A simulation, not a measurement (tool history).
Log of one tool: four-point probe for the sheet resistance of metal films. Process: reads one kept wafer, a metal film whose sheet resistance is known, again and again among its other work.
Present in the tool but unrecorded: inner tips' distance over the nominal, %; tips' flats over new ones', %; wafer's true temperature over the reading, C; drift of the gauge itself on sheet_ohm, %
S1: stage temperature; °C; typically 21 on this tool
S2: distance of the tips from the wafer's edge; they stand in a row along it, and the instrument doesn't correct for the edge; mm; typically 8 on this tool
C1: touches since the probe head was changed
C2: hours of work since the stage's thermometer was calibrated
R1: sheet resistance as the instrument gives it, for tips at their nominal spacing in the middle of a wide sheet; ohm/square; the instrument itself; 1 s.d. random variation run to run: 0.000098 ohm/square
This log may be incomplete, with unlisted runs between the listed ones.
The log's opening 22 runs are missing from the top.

| run | hour | S1 | S2 | C1 | C2 | R1 |
|---|---|---|---|---|---|---|
| 23 | 241.2 | 26 | 8 | 51747 | 28 | 0.489097 |
| 24 | 251.0 | 25 | 3 | 52114 | 33 | 0.512207 |
| 25 | 262.7 | 25 | 3 | 52548 | 39 | 0.512039 |
| 26 | 274.3 | 25 | 3 | 52980 | 45 | 0.512091 |
| 27 | 284.9 | 25 | 3 | 53377 | 50 | 0.511993 |
| 28 | 298.3 | 26 | 57 | 53874 | 57 | 0.485125 |
| 29 | 310.6 | 32 | 14 | 54334 | 63 | 0.486771 |
| 30 | 324.2 | 20 | 75 | 54843 | 70 | 0.484122 |
| 31 | 337.4 | 20 | 75 | 55334 | 77 | 0.484220 |
| 32 | 346.4 | 21 | 9 | 55670 | 82 | 0.487535 |
| 33 | 355.7 | 21 | 9 | 56014 | 86 | 0.487420 |
| 34 | 364.1 | 21 | 6 | 56329 | 91 | 0.491337 |
| 35 | 375.0 | 21 | 6 | 56735 | 96 | 0.491473 |
| 36 | 388.8 | 21 | 6 | 57248 | 103 | 0.491237 |
| 37 | 398.3 | 21 | 6 | 57604 | 108 | 0.491313 |
| 38 | 409.8 | 30 | 25 | 58034 | 114 | 0.485665 |
| 39 | 417.5 | 33 | 25 | 58318 | 118 | 0.486073 |
| 40 | 431.3 | 21 | 70 | 58834 | 125 | 0.484283 |
| 41 | 443.2 | 19 | 35 | 59276 | 131 | 0.484063 |
| 42 | 457.3 | 34 | 49 | 59803 | 138 | 0.485797 |
| 43 | 469.9 | 21 | 28 | 60273 | 145 | 0.484395 |
| 44 | 480.0 | 21 | 6 | 60648 | 150 | 0.491174 |

Here are 4 independent what-if runs from the current tool condition. What would each one return?
| A | 486.1 | 23 | 6 | 60878 | 153 | ? |
| B | 486.1 | 23 | 35 | 60878 | 153 | ? |
| C | 486.1 | 27 | 8 | 60878 | 153 | ? |
| D | 486.1 | 25 | 8 | 60878 | 153 | ? |

| run | R1 |
|---|---|
| A | 0.491494 |
| B | 0.484522 |
| C | 0.488828 |
| D | 0.488695 |
Take away the tool's hidden state, keep each run's random variation, and the runs would have read:
| run | R1 |
|---|---|
| A | 0.492402 |
| B | 0.485419 |
| C | 0.489729 |
| D | 0.489598 |
